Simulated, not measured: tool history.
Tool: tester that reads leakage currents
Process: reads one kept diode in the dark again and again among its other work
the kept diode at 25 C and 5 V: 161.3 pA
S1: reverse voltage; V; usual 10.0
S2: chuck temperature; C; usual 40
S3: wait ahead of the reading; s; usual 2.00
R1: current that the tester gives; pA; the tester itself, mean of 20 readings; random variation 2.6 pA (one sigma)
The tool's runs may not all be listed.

{"run": 1, "hour": 0.0, "S1": 10.0, "S2": 40, "S3": 2.0, "R1": 993.58}
{"run": 2, "hour": 33.6, "S1": 10.0, "S2": 40, "S3": 2.0, "R1": 1000.51}
{"run": 3, "hour": 57.3, "S1": 10.0, "S2": 40, "S3": 2.0, "R1": 1005.46}
{"run": 4, "hour": 91.6, "S1": 10.0, "S2": 40, "S3": 2.0, "R1": 1012.14}
{"run": 5, "hour": 129.1, "S1": 1.2, "S2": 40, "S3": 2.0, "R1": 289.43}
{"run": 6, "hour": 156.8, "S1": 1.2, "S2": 40, "S3": 2.0, "R1": 294.16}
{"run": 7, "hour": 192.1, "S1": 1.2, "S2": 26, "S3": 2.0, "R1": 92.47}
{"run": 8, "hour": 229.1, "S1": 1.2, "S2": 23, "S3": 2.0, "R1": 71.9}
{"run": 9, "hour": 267.0, "S1": 10.0, "S2": 40, "S3": 2.0, "R1": 1052.93}
{"run": 10, "hour": 302.1, "S1": 10.0, "S2": 40, "S3": 2.0, "R1": 1055.27}
{"run": 11, "hour": 335.2, "S1": 10.0, "S2": 40, "S3": 2.0, "R1": 1061.27}
{"hour": 340.7, "done": "chuck's temperature calibrated"}
{"run": 12, "hour": 366.7, "S1": 10.0, "S2": 40, "S3": 2.0, "R1": 862.14}
{"run": 13, "hour": 384.1, "S1": 5.3, "S2": 40, "S3": 2.0, "R1": 595.0}
{"run": 14, "hour": 420.9, "S1": 5.3, "S2": 40, "S3": 2.0, "R1": 599.31}
{"run": 15, "hour": 451.7, "S1": 1.6, "S2": 40, "S3": 2.0, "R1": 297.37}
{"run": 16, "hour": 476.8, "S1": 1.6, "S2": 40, "S3": 2.0, "R1": 299.04}
{"run": 17, "hour": 513.0, "S1": 10.0, "S2": 40, "S3": 2.23, "R1": 894.6}
{"run": 18, "hour": 538.4, "S1": 10.0, "S2": 40, "S3": 2.23, "R1": 893.49}
{"run": 19, "hour": 556.9, "S1": 10.0, "S2": 40, "S3": 2.23, "R1": 903.75}
{"run": 20, "hour": 575.1, "S1": 4.8, "S2": 40, "S3": 0.61, "R1": 583.6}
{"run": 21, "hour": 599.1, "S1": 3.0, "S2": 57, "S3": 2.0, "R1": 1609.91}
{"run": 22, "hour": 622.7, "S1": 3.0, "S2": 57, "S3": 2.0, "R1": 1615.08}
{"run": 23, "hour": 652.2, "S1": 3.0, "S2": 57, "S3": 2.0, "R1": 1624.38}
{"run": 24, "hour": 689.3, "S1": 10.0, "S2": 47, "S3": 0.37, "R1": 1599.13}
{"run": 25, "hour": 706.9, "S1": 7.7, "S2": 40, "S3": 2.0, "R1": 789.71}
{"run": 26, "hour": 724.4, "S1": 7.7, "S2": 40, "S3": 2.0, "R1": 797.53}
{"run": 27, "hour": 746.1, "S1": 7.7, "S2": 40, "S3": 2.0, "R1": 799.38}
{"run": 28, "hour": 781.0, "S1": 10.0, "S2": 40, "S3": 4.01, "R1": 937.15}
{"run": 29, "hour": 797.4, "S1": 10.0, "S2": 40, "S3": 0.45, "R1": 945.47}
{"run": 30, "hour": 820.2, "S1": 10.0, "S2": 39, "S3": 2.0, "R1": 875.31}
{"run": 31, "hour": 856.6, "S1": 10.0, "S2": 52, "S3": 2.0, "R1": 2390.92}
{"run": 32, "hour": 888.1, "S1": 10.0, "S2": 52, "S3": 2.0, "R1": 2405.93}
{"run": 33, "hour": 915.8, "S1": 10.0, "S2": 54, "S3": 2.0, "R1": 2815.37}
{"run": 34, "hour": 949.5, "S1": 10.0, "S2": 24, "S3": 2.0, "R1": 259.17}

5 ways to go on from here, each from the tool as it stands after run 34. What would each give?
{"run": "A", "hour": 972.5, "S1": 3.3, "S2": 24, "S3": 0.96, "R1": "?"}
{"run": "B", "hour": 972.5, "S1": 1.9, "S2": 21, "S3": 2.69, "R1": "?"}
{"run": "C", "hour": 972.5, "S1": 10.0, "S2": 37, "S3": 0.88, "R1": "?"}
{"run": "D", "hour": 972.5, "S1": 9.1, "S2": 24, "S3": 2.0, "R1": "?"}
{"run": "E", "hour": 972.5, "S1": 1.5, "S2": 24, "S3": 2.0, "R1": "?"}

run=A R1=134.63
run=B R1=74.17
run=C R1=768.95
run=D R1=246.78
run=E R1=83.80
Without the tool's hidden state the same runs would have given:
run=A R1=116.43
run=B R1=63.90
run=C R1=675.57
run=D R1=212.13
run=E R1=72.66
